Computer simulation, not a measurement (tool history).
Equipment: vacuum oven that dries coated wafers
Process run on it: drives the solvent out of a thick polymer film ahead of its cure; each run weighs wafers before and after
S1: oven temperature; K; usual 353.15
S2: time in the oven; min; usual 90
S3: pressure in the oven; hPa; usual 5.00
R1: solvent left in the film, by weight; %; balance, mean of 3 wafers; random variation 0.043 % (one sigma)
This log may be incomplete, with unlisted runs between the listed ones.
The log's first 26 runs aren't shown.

{"run": 27, "day": 11.896, "S1": 363.15, "S2": 85, "S3": 4.8, "R1": 0.71}
{"run": 28, "day": 12.308, "S1": 338.15, "S2": 138, "S3": 5.0, "R1": 3.0}
{"run": 29, "day": 12.904, "S1": 350.15, "S2": 138, "S3": 5.0, "R1": 1.22}
{"run": 30, "day": 13.204, "S1": 359.15, "S2": 124, "S3": 6.43, "R1": 0.93}
{"run": 31, "day": 13.529, "S1": 359.15, "S2": 124, "S3": 6.43, "R1": 0.94}
{"run": 32, "day": 13.846, "S1": 359.15, "S2": 90, "S3": 5.0, "R1": 0.96}
{"run": 33, "day": 14.392, "S1": 353.15, "S2": 62, "S3": 10.05, "R1": 3.47}
{"run": 34, "day": 14.729, "S1": 353.15, "S2": 52, "S3": 5.0, "R1": 3.51}

Predict the results of run 35:
{"run": 35, "day": 15.296, "S1": 365.15, "S2": 119, "S3": 5.04, "R1": "?"}

Run 35 gave R1 0.63 %.
If the tool had no hidden condition, the same run with the same run-to-run variation would have returned R1 0.62 %.

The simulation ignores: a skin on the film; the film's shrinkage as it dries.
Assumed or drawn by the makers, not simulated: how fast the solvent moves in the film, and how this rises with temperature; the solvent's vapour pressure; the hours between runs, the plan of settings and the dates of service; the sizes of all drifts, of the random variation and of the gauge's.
